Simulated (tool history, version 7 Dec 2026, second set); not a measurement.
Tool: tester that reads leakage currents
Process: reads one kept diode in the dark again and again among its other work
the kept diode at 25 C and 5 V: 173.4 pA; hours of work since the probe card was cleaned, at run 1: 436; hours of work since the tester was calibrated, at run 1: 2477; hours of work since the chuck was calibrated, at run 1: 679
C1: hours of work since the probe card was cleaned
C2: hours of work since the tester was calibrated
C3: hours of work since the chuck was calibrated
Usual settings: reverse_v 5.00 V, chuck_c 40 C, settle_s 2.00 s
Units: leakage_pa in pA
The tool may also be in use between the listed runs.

{"run": 1, "hour": 0.0, "reverse_v": 5.0, "chuck_c": 40, "settle_s": 2.0, "C1": 436, "C2": 2477, "C3": 679, "leakage_pa": 590.79}
{"run": 2, "hour": 71.3, "reverse_v": 5.0, "chuck_c": 40, "settle_s": 2.0, "C1": 468, "C2": 2508, "C3": 711, "leakage_pa": 587.73}
{"run": 3, "hour": 135.0, "reverse_v": 5.0, "chuck_c": 40, "settle_s": 2.0, "C1": 497, "C2": 2537, "C3": 739, "leakage_pa": 586.13}
{"run": 4, "hour": 265.2, "reverse_v": 5.0, "chuck_c": 40, "settle_s": 2.0, "C1": 555, "C2": 2595, "C3": 797, "leakage_pa": 580.61}
{"run": 5, "hour": 410.8, "reverse_v": 5.0, "chuck_c": 21, "settle_s": 2.0, "C1": 620, "C2": 2660, "C3": 862, "leakage_pa": 108.56}
{"run": 6, "hour": 533.8, "reverse_v": 5.0, "chuck_c": 21, "settle_s": 2.0, "C1": 675, "C2": 2715, "C3": 917, "leakage_pa": 107.71}
{"run": 7, "hour": 631.8, "reverse_v": 1.72, "chuck_c": 40, "settle_s": 2.0, "C1": 718, "C2": 2759, "C3": 961, "leakage_pa": 349.08}
{"hour": 715.4, "done": "chuck's temperature calibrated"}
{"run": 8, "hour": 777.6, "reverse_v": 1.97, "chuck_c": 40, "settle_s": 2.0, "C1": 782, "C2": 2823, "C3": 28, "leakage_pa": 363.83}
{"run": 9, "hour": 882.9, "reverse_v": 1.97, "chuck_c": 40, "settle_s": 1.92, "C1": 829, "C2": 2870, "C3": 75, "leakage_pa": 360.44}
{"hour": 926.6, "done": "chuck's temperature calibrated, once more"}
{"run": 10, "hour": 971.0, "reverse_v": 1.97, "chuck_c": 40, "settle_s": 1.92, "C1": 868, "C2": 2908, "C3": 20, "leakage_pa": 413.16}
{"run": 11, "hour": 1093.9, "reverse_v": 1.97, "chuck_c": 40, "settle_s": 8.15, "C1": 923, "C2": 2963, "C3": 75, "leakage_pa": 411.21}
{"run": 12, "hour": 1226.5, "reverse_v": 1.97, "chuck_c": 40, "settle_s": 8.15, "C1": 982, "C2": 3022, "C3": 134, "leakage_pa": 408.25}
{"run": 13, "hour": 1291.0, "reverse_v": 1.97, "chuck_c": 40, "settle_s": 8.15, "C1": 1011, "C2": 3051, "C3": 163, "leakage_pa": 405.61}
{"run": 14, "hour": 1383.6, "reverse_v": 5.0, "chuck_c": 40, "settle_s": 2.39, "C1": 1052, "C2": 3092, "C3": 204, "leakage_pa": 618.56}
{"run": 15, "hour": 1503.1, "reverse_v": 5.0, "chuck_c": 40, "settle_s": 2.0, "C1": 1105, "C2": 3146, "C3": 257, "leakage_pa": 613.67}
{"run": 16, "hour": 1636.8, "reverse_v": 5.0, "chuck_c": 40, "settle_s": 2.0, "C1": 1165, "C2": 3205, "C3": 317, "leakage_pa": 609.43}
{"hour": 1759.3, "done": "probe card cleaned and baked"}
{"run": 17, "hour": 1765.9, "reverse_v": 5.0, "chuck_c": 40, "settle_s": 0.64, "C1": 3, "C2": 3261, "C3": 373, "leakage_pa": 604.42}
{"run": 18, "hour": 1863.2, "reverse_v": 5.0, "chuck_c": 40, "settle_s": 0.64, "C1": 46, "C2": 3305, "C3": 417, "leakage_pa": 599.47}
{"run": 19, "hour": 2009.4, "reverse_v": 5.0, "chuck_c": 40, "settle_s": 2.0, "C1": 112, "C2": 3370, "C3": 482, "leakage_pa": 595.38}
{"run": 20, "hour": 2136.4, "reverse_v": 5.0, "chuck_c": 40, "settle_s": 2.0, "C1": 168, "C2": 3427, "C3": 538, "leakage_pa": 589.66}
{"run": 21, "hour": 2275.0, "reverse_v": 5.0, "chuck_c": 37, "settle_s": 0.44, "C1": 230, "C2": 3489, "C3": 600, "leakage_pa": 455.76}
{"run": 22, "hour": 2417.3, "reverse_v": 5.83, "chuck_c": 40, "settle_s": 0.3, "C1": 294, "C2": 3552, "C3": 664, "leakage_pa": 623.25}
{"run": 23, "hour": 2511.5, "reverse_v": 1.93, "chuck_c": 40, "settle_s": 0.52, "C1": 336, "C2": 3594, "C3": 706, "leakage_pa": 376.84}
{"run": 24, "hour": 2577.5, "reverse_v": 8.36, "chuck_c": 20, "settle_s": 2.0, "C1": 365, "C2": 3624, "C3": 735, "leakage_pa": 124.22}
{"run": 25, "hour": 2646.4, "reverse_v": 8.99, "chuck_c": 53, "settle_s": 2.0, "C1": 396, "C2": 3654, "C3": 766, "leakage_pa": 2111.7}
{"run": 26, "hour": 2748.2, "reverse_v": 2.79, "chuck_c": 23, "settle_s": 7.05, "C1": 441, "C2": 3700, "C3": 811, "leakage_pa": 98.41}
{"run": 27, "hour": 2891.6, "reverse_v": 13.56, "chuck_c": 27, "settle_s": 1.33, "C1": 505, "C2": 3764, "C3": 875, "leakage_pa": 290.65}
{"run": 28, "hour": 2994.3, "reverse_v": 3.11, "chuck_c": 39, "settle_s": 5.79, "C1": 551, "C2": 3810, "C3": 921, "leakage_pa": 417.53}
{"run": 29, "hour": 3076.8, "reverse_v": 3.11, "chuck_c": 39, "settle_s": 5.79, "C1": 588, "C2": 3846, "C3": 958, "leakage_pa": 415.67}
{"hour": 3169.4, "done": "chuck's temperature calibrated"}
{"run": 30, "hour": 3211.3, "reverse_v": 5.98, "chuck_c": 39, "settle_s": 5.79, "C1": 647, "C2": 3906, "C3": 19, "leakage_pa": 633.84}
{"run": 31, "hour": 3319.8, "reverse_v": 5.09, "chuck_c": 42, "settle_s": 0.61, "C1": 695, "C2": 3954, "C3": 67, "leakage_pa": 754.09}
{"run": 32, "hour": 3451.6, "reverse_v": 1.24, "chuck_c": 40, "settle_s": 1.09, "C1": 754, "C2": 4013, "C3": 126, "leakage_pa": 331.06}
{"run": 33, "hour": 3592.8, "reverse_v": 1.24, "chuck_c": 40, "settle_s": 1.09, "C1": 817, "C2": 4076, "C3": 189, "leakage_pa": 330.06}
{"run": 34, "hour": 3733.0, "reverse_v": 1.24, "chuck_c": 40, "settle_s": 1.09, "C1": 880, "C2": 4138, "C3": 251, "leakage_pa": 326.25}
{"run": 35, "hour": 3819.8, "reverse_v": 1.0, "chuck_c": 53, "settle_s": 2.0, "C1": 919, "C2": 4177, "C3": 290, "leakage_pa": 828.28}
{"run": 36, "hour": 3915.8, "reverse_v": 1.21, "chuck_c": 29, "settle_s": 1.26, "C1": 961, "C2": 4220, "C3": 333, "leakage_pa": 124.72}
{"hour": 4002.5, "done": "tester calibrated"}
{"run": 37, "hour": 4007.6, "reverse_v": 2.02, "chuck_c": 29, "settle_s": 0.59, "C1": 1001, "C2": 2, "C3": 373, "leakage_pa": 159.73}

Forecast each of these 4 alternatives for the next run:
{"run": "A", "hour": 4137.8, "reverse_v": 2.02, "chuck_c": 28, "settle_s": 8.62, "C1": 1059, "C2": 60, "C3": 431, "leakage_pa": "?"}
{"run": "B", "hour": 4137.8, "reverse_v": 13.91, "chuck_c": 29, "settle_s": 3.51, "C1": 1059, "C2": 60, "C3": 431, "leakage_pa": "?"}
{"run": "C", "hour": 4137.8, "reverse_v": 16.5, "chuck_c": 29, "settle_s": 0.34, "C1": 1059, "C2": 60, "C3": 431, "leakage_pa": "?"}
{"run": "D", "hour": 4137.8, "reverse_v": 8.1, "chuck_c": 39, "settle_s": 2.0, "C1": 1059, "C2": 60, "C3": 431, "leakage_pa": "?"}

run=A leakage_pa=144.63
run=B leakage_pa=387.97
run=C leakage_pa=421.83
run=D leakage_pa=706.02
Without the tool's hidden state the same runs would have given:
run=A leakage_pa=150.25
run=B leakage_pa=397.22
run=C leakage_pa=430.89
run=D leakage_pa=732.21
